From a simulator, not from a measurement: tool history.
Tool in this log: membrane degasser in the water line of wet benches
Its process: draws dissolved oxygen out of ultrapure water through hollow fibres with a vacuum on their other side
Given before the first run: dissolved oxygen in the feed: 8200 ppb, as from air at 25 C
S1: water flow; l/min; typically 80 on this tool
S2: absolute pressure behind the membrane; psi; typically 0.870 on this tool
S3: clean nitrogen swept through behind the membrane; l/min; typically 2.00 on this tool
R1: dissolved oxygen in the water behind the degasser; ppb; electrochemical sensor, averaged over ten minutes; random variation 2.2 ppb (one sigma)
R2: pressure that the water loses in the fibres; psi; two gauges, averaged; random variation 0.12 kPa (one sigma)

run 1 hour=0.0 | S1=80 S2=0.870 S3=2.00 | R1=225.0 R2=4.785
run 2 hour=87.3 | S1=80 S2=0.870 S3=2.00 | R1=224.9 R2=4.843
run 3 hour=168.5 | S1=80 S2=0.806 S3=2.00 | R1=187.2 R2=4.825
run 4 hour=210.1 | S1=50 S2=0.870 S3=2.00 | R1=151.1 R2=3.008
run 5 hour=300.7 | S1=62 S2=0.870 S3=2.00 | R1=179.6 R2=3.761
run 6 hour=386.8 | S1=80 S2=0.870 S3=1.77 | R1=243.8 R2=4.853
run 7 hour=475.7 | S1=80 S2=0.870 S3=1.77 | R1=246.2 R2=4.866
run 8 hour=549.6 | S1=80 S2=0.870 S3=1.77 | R1=243.4 R2=4.867
run 9 hour=590.2 | S1=105 S2=0.870 S3=1.77 | R1=300.2 R2=6.398
run 10 hour=659.9 | S1=105 S2=0.870 S3=1.77 | R1=293.9 R2=6.393
run 11 hour=705.1 | S1=80 S2=0.870 S3=2.00 | R1=222.3 R2=4.857
run 12 hour=789.1 | S1=109 S2=0.822 S3=2.00 | R1=252.9 R2=6.653
run 13 hour=880.2 | S1=80 S2=0.870 S3=2.58 | R1=183.1 R2=4.891
run 14 hour=941.3 | S1=83 S2=0.870 S3=2.58 | R1=187.0 R2=5.097

Expected results for the next run?
run 15 hour=1010.3 | S1=79 S2=0.719 S3=0.85 | R1=? R2=?

R1: 250.7 ppb
R2: 4.815 psi
Had the tool carried no hidden state, the very same run would have given R1 250.6 ppb, R2 4.756 psi.
